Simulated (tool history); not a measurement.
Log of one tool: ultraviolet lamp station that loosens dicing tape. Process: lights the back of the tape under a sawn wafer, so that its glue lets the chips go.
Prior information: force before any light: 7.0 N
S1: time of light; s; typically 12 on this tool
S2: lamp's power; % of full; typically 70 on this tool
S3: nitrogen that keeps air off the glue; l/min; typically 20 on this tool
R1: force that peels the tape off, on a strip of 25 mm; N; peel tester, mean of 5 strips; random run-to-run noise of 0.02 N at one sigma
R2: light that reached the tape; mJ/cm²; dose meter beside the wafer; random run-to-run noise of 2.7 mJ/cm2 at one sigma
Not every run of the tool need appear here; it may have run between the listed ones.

run,hour,S1,S2,S3,R1,R2
1,0.0,12,70,20,1.145,337
2,22.7,12,70,20,1.153,331
3,46.7,12,70,20,1.230,333
4,89.9,12,70,20,1.197,331
5,126.3,12,70,20,1.217,332
6,150.4,12,70,20,1.237,329
7,169.9,12,63,20,1.399,293
8,210.5,12,63,20,1.448,296
# hour 214.6: window cleaned of glue's vapour
9,241.7,12,63,20,1.271,321
10,278.8,12,70,20,1.070,356
11,308.5,12,70,15,1.216,350
12,349.1,12,70,15,1.286,354
13,369.6,12,70,15,1.303,350
14,394.2,12,69,20,1.118,341
15,414.5,7,69,20,2.338,204
16,456.6,7,69,20,2.318,199
17,499.5,7,69,38,1.860,201
18,523.3,7,69,38,1.943,196
19,547.2,7,69,38,1.917,196
20,567.4,7,69,38,1.970,195
21,594.2,7,69,38,1.920,197
22,619.0,7,69,38,1.892,195
23,655.6,7,69,38,1.926,191
24,681.0,18,78,14,0.585,558
25,698.8,18,78,14,0.592,558
26,732.2,8,97,13,1.719,310
27,749.8,8,97,13,1.733,307
28,777.8,7,82,14,2.346,224
29,797.9,10,75,14,1.731,288
30,823.3,23,94,39,0.210,830
31,862.4,23,65,39,0.294,573
32,886.0,23,65,39,0.311,573
33,925.2,23,65,39,0.311,575
34,967.7,12,68,28,1.159,310

For run 35, what comes out?
35,987.9,12,82,20,?,?

Run 35 came out at R1 0.979 N, R2 371 mJ/cm².
Minus the tool's unlogged condition, the same run would have read R1 0.733 N, R2 437 mJ/cm².
